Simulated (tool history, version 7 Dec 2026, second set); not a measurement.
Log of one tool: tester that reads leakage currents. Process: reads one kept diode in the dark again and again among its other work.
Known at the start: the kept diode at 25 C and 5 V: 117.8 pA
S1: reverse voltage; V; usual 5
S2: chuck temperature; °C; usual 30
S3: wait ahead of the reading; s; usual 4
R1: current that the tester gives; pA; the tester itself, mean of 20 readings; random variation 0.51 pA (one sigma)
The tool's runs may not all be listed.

run	day	S1	S2	S3	R1
1	0	5	30	4	185.92
2	1.738	5	30	4	187.09
3	3	5	30	4	187.52
4	4.662	5	30	4	187.98
# day 5.962: chuck's temperature calibrated
5	5.962	5	30	4	178.49
6	7.175	5	30	4	178.16
7	8.412	5	30	4	178.73
8	10.017	5	30	4	181.32
9	11.062	5	30	4	180.54
10	12.817	2.31	30	4	131.42
11	14.542	6.02	30	4	196.58
12	15.883	6.02	30	4	198.68
13	16.788	5	30	4	182.6
14	18.729	5	30	4	184.3
15	20.454	5	30	4	183.9
# day 20.696: probe card cleaned and baked
16	21.867	5	30	4	190.06
17	23.438	5	22	4	112.33
18	25.342	5.04	45	4.42	508.06
# day 25.917: probe card cleaned and baked, once more
19	26.296	2.29	42	0.5	299.28
20	27.35	2.29	24	3.44	84.15
21	28.238	5	30	0.87	178.08
22	30.271	5	29	0.87	166.51
23	31.825	5	29	0.87	167.57
24	32.717	5	29	0.87	169.19
25	34.675	2.35	47	4.21	426.02
26	35.933	4.88	30	4.21	178.69
27	37.658	5	51	4.67	737.89

3 ways to go on from here, each from the tool as it stands after run 27. What would each give?
A	38.812	2.03	57	1.85	?
B	38.812	5	49	4.67	?
C	38.812	6.32	26	2.05	?

run	R1
A	755.92
B	649.81
C	150.01
Without the tool's hidden state the same runs would have given:
run	R1
A	721.57
B	617.69
C	140.01
